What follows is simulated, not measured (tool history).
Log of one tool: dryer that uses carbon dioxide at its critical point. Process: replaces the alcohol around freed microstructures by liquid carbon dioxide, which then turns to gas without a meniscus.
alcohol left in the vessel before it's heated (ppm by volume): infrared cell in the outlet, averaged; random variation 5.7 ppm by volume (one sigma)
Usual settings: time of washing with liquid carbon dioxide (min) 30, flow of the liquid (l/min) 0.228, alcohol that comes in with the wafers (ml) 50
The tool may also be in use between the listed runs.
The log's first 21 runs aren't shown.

run     day  time of washing with liquid carbon dioxide (min)  flow of the liquid (l/min)  alcohol that comes in with the wafers (ml)  hours of work since the filter was changed  hours of work since the purifier's bed was changed  alcohol left in the vessel before it's heated (ppm by volume)
 22  24.058                                                38                       0.177                                          41                                         203                                                 325                                                            303
 23  24.946                                                38                       0.177                                          41                                         214                                                 336                                                            300
 24  26.375                                                30                       0.383                                          46                                         232                                                 354                                                             87
 25  27.546                                                30                       0.383                                          46                                         247                                                 368                                                             97
 26  28.429                                                30                       0.186                                          46                                         258                                                 379                                                            756
 27  29.179                                                30                       0.186                                          46                                         267                                                 389                                                            755
 28  30.417                                                30                       0.186                                          46                                         282                                                 404                                                            781
 29  31.671                                                30                       0.186                                          46                                         298                                                 420                                                            787
 30  33.158                                                30                       0.162                                          22                                         317                                                 438                                                            726

4 ways to go on from here, each from the tool as it stands after run 30. What would each give?
  A  33.862                                                22                       0.221                                          67                                         325                                                 447                                                              ?
  B  33.862                                                40                       0.374                                          50                                         325                                                 447                                                              ?
  C  33.862                                                40                       0.273                                          22                                         325                                                 447                                                              ?
  D  33.862                                                18                       0.288                                          22                                         325                                                 447                                                              ?

run  alcohol left in the vessel before it's heated (ppm by volume)
  A                                                           1867
  B                                                            101
  C                                                            112
  D                                                            533
Without the tool's hidden state the same runs would have given:
run  alcohol left in the vessel before it's heated (ppm by volume)
  A                                                           1195
  B                                                              4
  C                                                             13
  D                                                            288

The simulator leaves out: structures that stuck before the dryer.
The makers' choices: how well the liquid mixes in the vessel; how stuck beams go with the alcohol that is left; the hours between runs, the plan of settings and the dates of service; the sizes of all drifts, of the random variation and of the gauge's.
